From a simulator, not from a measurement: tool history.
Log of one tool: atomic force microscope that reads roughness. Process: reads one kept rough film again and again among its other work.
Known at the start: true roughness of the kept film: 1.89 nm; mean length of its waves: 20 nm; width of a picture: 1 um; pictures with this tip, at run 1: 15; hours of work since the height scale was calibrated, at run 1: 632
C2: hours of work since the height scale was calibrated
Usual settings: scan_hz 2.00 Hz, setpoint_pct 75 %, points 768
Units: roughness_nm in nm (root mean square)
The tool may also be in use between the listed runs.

run 1 hour=0.0 | scan_hz=2.00 setpoint_pct=75 points=768 | pictures_with_this_tip=15 C2=632 | roughness_nm=1.433
run 2 hour=42.3 | scan_hz=2.00 setpoint_pct=75 points=768 | pictures_with_this_tip=102 C2=661 | roughness_nm=1.375
run 3 hour=78.0 | scan_hz=2.00 setpoint_pct=75 points=768 | pictures_with_this_tip=175 C2=686 | roughness_nm=1.318
run 4 hour=98.9 | scan_hz=2.00 setpoint_pct=57 points=768 | pictures_with_this_tip=218 C2=701 | roughness_nm=1.457
-- hour=103.3 new tip fitted
run 5 hour=147.2 | scan_hz=2.00 setpoint_pct=57 points=768 | pictures_with_this_tip=90 C2=734 | roughness_nm=1.521
run 6 hour=177.5 | scan_hz=2.00 setpoint_pct=57 points=768 | pictures_with_this_tip=153 C2=755 | roughness_nm=1.498
-- hour=210.7 new tip fitted
run 7 hour=219.3 | scan_hz=1.82 setpoint_pct=57 points=768 | pictures_with_this_tip=18 C2=783 | roughness_nm=1.602
run 8 hour=267.8 | scan_hz=1.82 setpoint_pct=57 points=768 | pictures_with_this_tip=117 C2=817 | roughness_nm=1.543
run 9 hour=293.3 | scan_hz=2.00 setpoint_pct=66 points=768 | pictures_with_this_tip=170 C2=835 | roughness_nm=1.425
-- hour=319.0 new tip fitted
run 10 hour=342.8 | scan_hz=2.00 setpoint_pct=66 points=768 | pictures_with_this_tip=49 C2=869 | roughness_nm=1.515
run 11 hour=374.4 | scan_hz=2.00 setpoint_pct=66 points=768 | pictures_with_this_tip=114 C2=891 | roughness_nm=1.471
run 12 hour=398.1 | scan_hz=2.00 setpoint_pct=81 points=768 | pictures_with_this_tip=163 C2=907 | roughness_nm=1.290
-- hour=429.4 new tip fitted
run 13 hour=431.6 | scan_hz=2.00 setpoint_pct=81 points=768 | pictures_with_this_tip=4 C2=930 | roughness_nm=1.340
run 14 hour=460.9 | scan_hz=2.00 setpoint_pct=62 points=768 | pictures_with_this_tip=65 C2=950 | roughness_nm=1.519
run 15 hour=501.8 | scan_hz=2.00 setpoint_pct=75 points=768 | pictures_with_this_tip=149 C2=979 | roughness_nm=1.349
run 16 hour=533.1 | scan_hz=2.00 setpoint_pct=75 points=768 | pictures_with_this_tip=213 C2=1000 | roughness_nm=1.318
-- hour=536.3 new tip fitted
run 17 hour=559.7 | scan_hz=2.00 setpoint_pct=70 points=768 | pictures_with_this_tip=48 C2=1018 | roughness_nm=1.457
run 18 hour=608.3 | scan_hz=2.00 setpoint_pct=81 points=768 | pictures_with_this_tip=148 C2=1052 | roughness_nm=1.288
-- hour=645.9 new tip fitted
run 19 hour=655.6 | scan_hz=2.00 setpoint_pct=75 points=768 | pictures_with_this_tip=20 C2=1084 | roughness_nm=1.425
run 20 hour=701.9 | scan_hz=2.00 setpoint_pct=75 points=768 | pictures_with_this_tip=115 C2=1117 | roughness_nm=1.354
run 21 hour=749.0 | scan_hz=2.00 setpoint_pct=75 points=768 | pictures_with_this_tip=212 C2=1149 | roughness_nm=1.315
-- hour=753.2 new tip fitted
run 22 hour=774.0 | scan_hz=2.00 setpoint_pct=75 points=822 | pictures_with_this_tip=43 C2=1166 | roughness_nm=1.412
run 23 hour=793.9 | scan_hz=2.00 setpoint_pct=75 points=478 | pictures_with_this_tip=83 C2=1180 | roughness_nm=1.385
run 24 hour=824.5 | scan_hz=2.00 setpoint_pct=75 points=478 | pictures_with_this_tip=146 C2=1201 | roughness_nm=1.338
-- hour=863.4 new tip fitted
-- hour=868.6 height scale calibrated on a step standard
run 25 hour=871.2 | scan_hz=2.00 setpoint_pct=75 points=478 | pictures_with_this_tip=14 C2=2 | roughness_nm=1.426
run 26 hour=903.9 | scan_hz=2.00 setpoint_pct=75 points=478 | pictures_with_this_tip=82 C2=24 | roughness_nm=1.394
run 27 hour=942.8 | scan_hz=2.08 setpoint_pct=75 points=651 | pictures_with_this_tip=162 C2=51 | roughness_nm=1.342
-- hour=972.6 new tip fitted
run 28 hour=979.3 | scan_hz=2.23 setpoint_pct=75 points=1020 | pictures_with_this_tip=14 C2=76 | roughness_nm=1.408
run 29 hour=999.9 | scan_hz=2.64 setpoint_pct=78 points=326 | pictures_with_this_tip=56 C2=91 | roughness_nm=1.284
run 30 hour=1021.0 | scan_hz=1.16 setpoint_pct=89 points=326 | pictures_with_this_tip=99 C2=105 | roughness_nm=1.337
run 31 hour=1047.5 | scan_hz=0.74 setpoint_pct=69 points=532 | pictures_with_this_tip=154 C2=124 | roughness_nm=1.523
run 32 hour=1073.1 | scan_hz=0.74 setpoint_pct=69 points=532 | pictures_with_this_tip=207 C2=141 | roughness_nm=1.498
-- hour=1080.5 new tip fitted
run 33 hour=1108.6 | scan_hz=0.74 setpoint_pct=69 points=532 | pictures_with_this_tip=58 C2=166 | roughness_nm=1.587
run 34 hour=1138.5 | scan_hz=0.74 setpoint_pct=81 points=532 | pictures_with_this_tip=119 C2=186 | roughness_nm=1.487
run 35 hour=1164.3 | scan_hz=2.26 setpoint_pct=58 points=386 | pictures_with_this_tip=172 C2=204 | roughness_nm=1.468
-- hour=1189.6 new tip fitted
run 36 hour=1202.3 | scan_hz=3.81 setpoint_pct=66 points=373 | pictures_with_this_tip=26 C2=230 | roughness_nm=1.396
run 37 hour=1223.3 | scan_hz=1.45 setpoint_pct=89 points=373 | pictures_with_this_tip=70 C2=245 | roughness_nm=1.299
run 38 hour=1263.0 | scan_hz=1.45 setpoint_pct=89 points=373 | pictures_with_this_tip=151 C2=272 | roughness_nm=1.263
-- hour=1296.7 new tip fitted
run 39 hour=1312.6 | scan_hz=2.00 setpoint_pct=79 points=768 | pictures_with_this_tip=32 C2=306 | roughness_nm=1.376
run 40 hour=1356.9 | scan_hz=2.35 setpoint_pct=71 points=686 | pictures_with_this_tip=123 C2=337 | roughness_nm=1.379
run 41 hour=1400.6 | scan_hz=1.64 setpoint_pct=69 points=282 | pictures_with_this_tip=213 C2=367 | roughness_nm=1.390
-- hour=1404.8 new tip fitted
run 42 hour=1442.6 | scan_hz=0.89 setpoint_pct=75 points=768 | pictures_with_this_tip=78 C2=396 | roughness_nm=1.531
run 43 hour=1471.1 | scan_hz=0.89 setpoint_pct=80 points=280 | pictures_with_this_tip=136 C2=416 | roughness_nm=1.424
run 44 hour=1499.8 | scan_hz=0.89 setpoint_pct=80 points=280 | pictures_with_this_tip=195 C2=436 | roughness_nm=1.402
-- hour=1513.4 new tip fitted
run 45 hour=1523.1 | scan_hz=0.89 setpoint_pct=80 points=280 | pictures_with_this_tip=20 C2=452 | roughness_nm=1.483
run 46 hour=1560.7 | scan_hz=0.89 setpoint_pct=80 points=280 | pictures_with_this_tip=97 C2=478 | roughness_nm=1.436
run 47 hour=1600.7 | scan_hz=1.22 setpoint_pct=80 points=499 | pictures_with_this_tip=180 C2=505 | roughness_nm=1.384
-- hour=1623.5 new tip fitted
run 48 hour=1624.8 | scan_hz=2.34 setpoint_pct=62 points=1004 | pictures_with_this_tip=2 C2=522 | roughness_nm=1.556

Measured less the same run without the tool's hidden state. The same run-to-run variation is in both; the gauge's scatter may not be:
The hidden state here: radius of the tip, nm; height scale over the true one, %; drift of the gauge itself on roughness_nm, %.
run=1 roughness_nm=-0.030
run=2 roughness_nm=-0.083
run=3 roughness_nm=-0.123
run=4 roughness_nm=-0.161
run=5 roughness_nm=-0.092
run=6 roughness_nm=-0.130
run=7 roughness_nm=-0.036
run=8 roughness_nm=-0.099
run=9 roughness_nm=-0.124
run=10 roughness_nm=-0.047
run=11 roughness_nm=-0.088
run=12 roughness_nm=-0.102
run=13 roughness_nm=-0.029
run=14 roughness_nm=-0.075
run=15 roughness_nm=-0.114
run=16 roughness_nm=-0.143
run=17 roughness_nm=-0.050
run=18 roughness_nm=-0.098
run=19 roughness_nm=-0.035
run=20 roughness_nm=-0.094
run=21 roughness_nm=-0.147
run=22 roughness_nm=-0.048
run=23 roughness_nm=-0.070
run=24 roughness_nm=-0.107
run=25 roughness_nm=-0.017
run=26 roughness_nm=-0.053
run=27 roughness_nm=-0.098
run=28 roughness_nm=-0.027
run=29 roughness_nm=-0.047
run=30 roughness_nm=-0.073
run=31 roughness_nm=-0.119
run=32 roughness_nm=-0.146
run=33 roughness_nm=-0.046
run=34 roughness_nm=-0.085
run=35 roughness_nm=-0.112
run=36 roughness_nm=-0.027
run=37 roughness_nm=-0.051
run=38 roughness_nm=-0.091
run=39 roughness_nm=-0.035
run=40 roughness_nm=-0.089
run=41 roughness_nm=-0.139
run=42 roughness_nm=-0.057
run=43 roughness_nm=-0.087
run=44 roughness_nm=-0.121
run=45 roughness_nm=-0.033
run=46 roughness_nm=-0.075
run=47 roughness_nm=-0.116
run=48 roughness_nm=-0.018
